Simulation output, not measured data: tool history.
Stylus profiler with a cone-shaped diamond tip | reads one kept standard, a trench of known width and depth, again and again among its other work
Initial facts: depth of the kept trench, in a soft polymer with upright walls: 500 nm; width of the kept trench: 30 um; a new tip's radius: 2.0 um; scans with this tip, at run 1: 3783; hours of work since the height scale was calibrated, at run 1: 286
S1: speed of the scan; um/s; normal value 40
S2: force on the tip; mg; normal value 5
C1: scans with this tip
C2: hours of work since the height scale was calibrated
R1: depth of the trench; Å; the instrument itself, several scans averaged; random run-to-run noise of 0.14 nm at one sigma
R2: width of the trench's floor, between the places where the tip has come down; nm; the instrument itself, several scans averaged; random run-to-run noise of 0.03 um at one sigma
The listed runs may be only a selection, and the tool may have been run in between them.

run,hour,S1,S2,C1,C2,R1,R2
1,0,40,5,3783,286,5136,27300
2,41.6,40,5.2,4037,306,5144.4,27250
3,59.7,40,4.24,4148,314,5122.2,27290
4,81.1,40,4.24,4278,324,5123.9,27310
5,114.5,40,4.24,4482,339,5124.5,27260
6,151.2,40,4.24,4706,356,5124.2,27310
7,182.5,40,5,4897,371,5139.7,27340
8,203.7,40,6.45,5026,380,5164.2,27310
9,221.2,40,3.15,5133,388,5102,27290
10,242.3,40,3.15,5262,398,5100.5,27290
11,278.5,40,6.58,5483,415,5167.1,27370
12,297.9,40,6.58,5601,424,5168.7,27300
13,325.2,12,5,5768,436,5138.5,27340
14,348.4,12,5,5909,447,5136.8,27320
15,372,12,5,6053,458,5140.5,27340
16,410.9,12,13.48,6290,476,5271.8,27340
17,443.2,12,13.48,6488,491,5268.6,27350
18,466.2,29,5,6628,502,5138.6,27300
19,494.1,29,5,6798,514,5138,27260
20,534.9,29,5,7047,533,5139.4,27350
21,562.8,12,5,7217,546,5136.5,27320
22,584.9,12,5,7352,556,5140.2,27340
23,623.1,12,5,7585,574,5138.5,27330
24,642.3,12,5,7702,583,5141.3,27310
25,664.9,110,2.47,7840,593,5087.9,27180
26,701.6,110,2.47,8064,610,5084.8,27150
27,720,159,1.89,8177,619,5071.9,26980
28,755.6,35,1.89,8394,635,5071.9,27270
29,774,40,2.77,8506,644,5093.9,27310
30,809.3,151,3.83,8721,660,5115.2,27130
31,827.1,21,4.41,8830,668,5128.5,27340
32,866.6,117,10.28,9071,686,5227.7,27200
33,908.5,117,10.28,9327,706,5223.6,27240
34,945.9,117,10.28,9554,723,5225.4,27220
35,963.1,37,1.82,9660,731,5070.2,27270
36,1002.9,65,5.25,9902,749,5142.8,27320
37,1020.5,65,5.25,10010,757,5146.3,27230
38,1040,26,10.69,10129,766,5229.5,27340
39,1068.2,20,4.07,10301,779,5122.2,27290
40,1100.5,20,4.07,10498,794,5119.9,27330
41,1133.9,35,6.54,10702,810,5165.4,27300
42,1167.9,40,2.66,10909,826,5091.1,27270
43,1195.2,40,2.66,11076,838,5093.6,27290
44,1224.7,25,8.92,11256,852,5203.8,27360
45,1247.3,16,5.59,11394,862,5149.1,27300
46,1283.4,16,5.59,11614,879,5151,27280
47,1308.5,106,14.88,11767,890,5287.9,27220

Here are 4 independent what-if runs from the current tool condition. What would each one return?
A,1339.1,32,1.76,11954,905,?,?
B,1339.1,28,8.45,11954,905,?,?
C,1339.1,18,7.56,11954,905,?,?
D,1339.1,156,7.09,11954,905,?,?

run,R1,R2
A,5071.1,27310
B,5197.5,27270
C,5184,27330
D,5177.2,27160
Stripped of hidden state, with their random variation kept, the same runs would have yielded:
run,R1,R2
A,5070.7,27320
B,5197.2,27280
C,5183.7,27340
D,5176.9,27170
